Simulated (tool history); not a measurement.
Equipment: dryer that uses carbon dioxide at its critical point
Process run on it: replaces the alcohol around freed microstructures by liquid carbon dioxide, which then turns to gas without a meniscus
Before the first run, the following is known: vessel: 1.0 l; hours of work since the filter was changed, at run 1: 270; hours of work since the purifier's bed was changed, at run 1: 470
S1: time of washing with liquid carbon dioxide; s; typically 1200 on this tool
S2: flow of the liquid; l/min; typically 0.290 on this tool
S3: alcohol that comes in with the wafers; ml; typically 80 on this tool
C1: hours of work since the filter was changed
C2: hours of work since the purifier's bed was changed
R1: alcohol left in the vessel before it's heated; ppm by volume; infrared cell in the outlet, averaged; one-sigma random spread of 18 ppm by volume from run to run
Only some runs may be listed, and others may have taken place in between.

run	day	S1	S2	S3	C1	C2	R1
1	0.000	1200	0.290	80	270	470	1992
2	1.450	1200	0.290	80	289	489	2049
3	3.971	1200	0.290	117	323	522	3138
4	5.700	1200	0.290	117	345	545	3315
5	8.179	1200	0.290	80	378	577	2350
6	10.704	1200	0.290	80	411	611	2497
# day 11.383: inlet filter changed
7	11.888	1200	0.290	80	7	626	1188
8	14.133	1200	0.290	80	36	655	1273
9	16.525	1500	0.290	80	68	687	502
10	18.500	1200	0.393	80	94	713	355
11	20.242	1200	0.290	80	117	736	1441
12	21.875	1200	0.290	61	138	757	1122
13	23.575	1200	0.290	80	160	779	1567
14	25.404	1200	0.290	80	185	804	1613
15	27.312	1200	0.357	80	210	829	720
16	29.067	1200	0.234	80	233	852	3614
17	30.688	1200	0.234	80	254	873	3652
18	32.058	1200	0.234	46	272	891	2181
19	33.612	1200	0.234	46	293	912	2223
20	35.050	1200	0.234	46	312	930	2276
21	37.558	1200	0.234	31	345	964	1610
22	40.088	1200	0.234	31	378	997	1717
23	42.742	1320	0.388	24	413	1032	178
# day 43.225: inlet filter changed
24	45.104	1320	0.388	24	25	1062	98
25	46.988	1320	0.388	24	50	1087	103
26	48.788	960	0.273	80	73	1111	3663
27	50.196	1500	0.341	60	92	1129	200
28	51.354	1500	0.341	60	107	1145	203
29	52.667	1500	0.341	60	124	1162	211
30	54.421	1200	0.389	80	147	1185	444
31	56.996	1200	0.176	37	181	1219	3439
32	59.129	1200	0.176	37	209	1247	3448
33	61.508	1200	0.176	37	241	1278	3767
34	63.217	1200	0.176	37	263	1301	3727
35	65.746	1320	0.176	68	296	1334	5630
36	68.404	1320	0.176	68	331	1369	5979
37	69.771	1200	0.285	57	349	1387	1657
38	71.217	1200	0.450	57	368	1406	287
39	73.183	1200	0.450	57	394	1432	294
# day 75.183: inlet filter changed
40	75.300	1200	0.422	29	2	1459	116
# day 77.225: purifier's bed changed
41	77.283	1380	0.422	103	26	1	103

Below are 5 alternative next runs, each starting from the tool's condition after run 41. Predict each:
A	79.700	1200	0.418	80	58	33	?
B	79.700	720	0.287	112	58	33	?
C	79.700	1740	0.266	24	58	33	?
D	79.700	900	0.422	103	58	33	?
E	79.700	1200	0.328	80	58	33	?

run	R1
A	235
B	9758
C	111
D	1186
E	759
What these runs would have given with no unlogged condition in the tool:
run	R1
A	197
B	9060
C	94
D	1036
E	658
